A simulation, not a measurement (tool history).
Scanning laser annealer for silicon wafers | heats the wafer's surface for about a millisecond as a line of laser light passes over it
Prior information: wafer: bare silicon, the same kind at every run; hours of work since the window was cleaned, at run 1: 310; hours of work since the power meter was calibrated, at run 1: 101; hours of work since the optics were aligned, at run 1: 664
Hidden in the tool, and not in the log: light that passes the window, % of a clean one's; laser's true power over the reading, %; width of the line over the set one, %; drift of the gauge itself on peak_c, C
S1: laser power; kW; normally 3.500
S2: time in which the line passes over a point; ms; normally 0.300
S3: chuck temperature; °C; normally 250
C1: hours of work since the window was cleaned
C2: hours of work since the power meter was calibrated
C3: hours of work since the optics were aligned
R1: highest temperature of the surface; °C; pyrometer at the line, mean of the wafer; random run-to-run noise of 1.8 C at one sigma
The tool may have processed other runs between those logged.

| run | hour | S1 | S2 | S3 | C1 | C2 | C3 | R1 |
|---|---|---|---|---|---|---|---|---|
| 1 | 0.0 | 3.500 | 0.300 | 250 | 310 | 101 | 664 | 962 |
| 2 | 5.2 | 3.500 | 0.376 | 250 | 314 | 104 | 667 | 1045 |
| 3 | 13.6 | 3.500 | 0.376 | 250 | 320 | 110 | 673 | 1045 |
| 4 | 19.6 | 3.500 | 0.376 | 250 | 324 | 115 | 678 | 1048 |
| 5 | 24.2 | 3.500 | 0.376 | 250 | 328 | 118 | 681 | 1049 |
| 6 | 32.2 | 3.500 | 0.300 | 250 | 333 | 124 | 687 | 962 |
| 7 | 38.2 | 3.500 | 0.300 | 250 | 338 | 128 | 691 | 960 |
| 8 | 42.3 | 3.500 | 0.300 | 250 | 341 | 131 | 694 | 958 |
| 9 | 50.5 | 3.500 | 0.300 | 210 | 347 | 137 | 700 | 921 |
| 10 | 59.2 | 3.500 | 0.300 | 250 | 353 | 143 | 706 | 959 |
| 11 | 67.7 | 3.412 | 0.300 | 250 | 359 | 149 | 712 | 938 |
| 12 | 75.5 | 3.412 | 0.300 | 250 | 365 | 155 | 718 | 937 |
| 13 | 80.7 | 3.412 | 0.300 | 250 | 368 | 159 | 722 | 941 |
| 14 | 90.4 | 3.412 | 0.300 | 250 | 375 | 165 | 728 | 938 |
| 15 | 94.5 | 3.412 | 0.300 | 285 | 378 | 168 | 731 | 974 |
| 16 | 98.8 | 3.412 | 0.300 | 285 | 381 | 171 | 734 | 970 |
| 17 | 108.7 | 3.500 | 0.300 | 250 | 388 | 179 | 742 | 961 |
| 18 | 117.9 | 3.500 | 0.300 | 250 | 395 | 185 | 748 | 962 |
| 19 | 122.7 | 3.500 | 0.300 | 250 | 398 | 189 | 752 | 961 |
| 20 | 128.0 | 3.500 | 0.300 | 250 | 402 | 192 | 755 | 961 |
| 21 | 135.4 | 3.500 | 0.300 | 250 | 408 | 198 | 761 | 959 |
| 22 | 141.3 | 3.500 | 0.335 | 250 | 412 | 202 | 765 | 1003 |
| 23 | 150.0 | 3.635 | 0.335 | 250 | 418 | 208 | 771 | 1040 |
| 24 | 156.9 | 3.635 | 0.375 | 275 | 423 | 213 | 776 | 1108 |
| 25 | 161.5 | 3.500 | 0.305 | 264 | 426 | 217 | 779 | 983 |
| 26 | 168.5 | 3.500 | 0.305 | 264 | 431 | 222 | 785 | 980 |
| 27 | 175.4 | 3.500 | 0.305 | 264 | 436 | 226 | 789 | 981 |
| 28 | 183.3 | 3.537 | 0.321 | 219 | 442 | 232 | 795 | 965 |
| 29 | 190.7 | 3.537 | 0.321 | 219 | 447 | 238 | 800 | 965 |
| 30 | 199.1 | 3.119 | 0.300 | 250 | 453 | 243 | 806 | 865 |
| 31 | 206.9 | 3.119 | 0.300 | 250 | 459 | 249 | 812 | 865 |
| 32 | 214.5 | 3.119 | 0.300 | 250 | 464 | 255 | 818 | 868 |
| 33 | 223.0 | 3.119 | 0.259 | 250 | 470 | 261 | 824 | 823 |
| 34 | 232.8 | 3.119 | 0.259 | 250 | 477 | 268 | 831 | 820 |
| 35 | 241.0 | 3.119 | 0.259 | 250 | 483 | 274 | 837 | 819 |
| 36 | 248.6 | 3.119 | 0.259 | 250 | 489 | 279 | 842 | 821 |
| 37 | 256.4 | 3.500 | 0.354 | 250 | 494 | 285 | 848 | 1021 |
| 38 | 264.9 | 3.400 | 0.362 | 228 | 500 | 291 | 854 | 981 |
| 39 | 270.2 | 3.527 | 0.227 | 232 | 504 | 295 | 857 | 854 |
| 40 | 275.0 | 3.151 | 0.300 | 250 | 508 | 298 | 861 | 875 |
| 41 | 282.5 | 3.677 | 0.293 | 251 | 513 | 303 | 866 | 998 |

Each run again, without the hidden state but with its own random variation kept:
| run | R1 |
|---|---|
| 1 | 964 |
| 2 | 1047 |
| 3 | 1047 |
| 4 | 1050 |
| 5 | 1051 |
| 6 | 964 |
| 7 | 962 |
| 8 | 960 |
| 9 | 923 |
| 10 | 961 |
| 11 | 940 |
| 12 | 939 |
| 13 | 943 |
| 14 | 940 |
| 15 | 976 |
| 16 | 972 |
| 17 | 963 |
| 18 | 964 |
| 19 | 963 |
| 20 | 963 |
| 21 | 961 |
| 22 | 1005 |
| 23 | 1042 |
| 24 | 1110 |
| 25 | 985 |
| 26 | 982 |
| 27 | 983 |
| 28 | 967 |
| 29 | 968 |
| 30 | 867 |
| 31 | 867 |
| 32 | 870 |
| 33 | 825 |
| 34 | 822 |
| 35 | 821 |
| 36 | 823 |
| 37 | 1023 |
| 38 | 984 |
| 39 | 856 |
| 40 | 877 |
| 41 | 1000 |
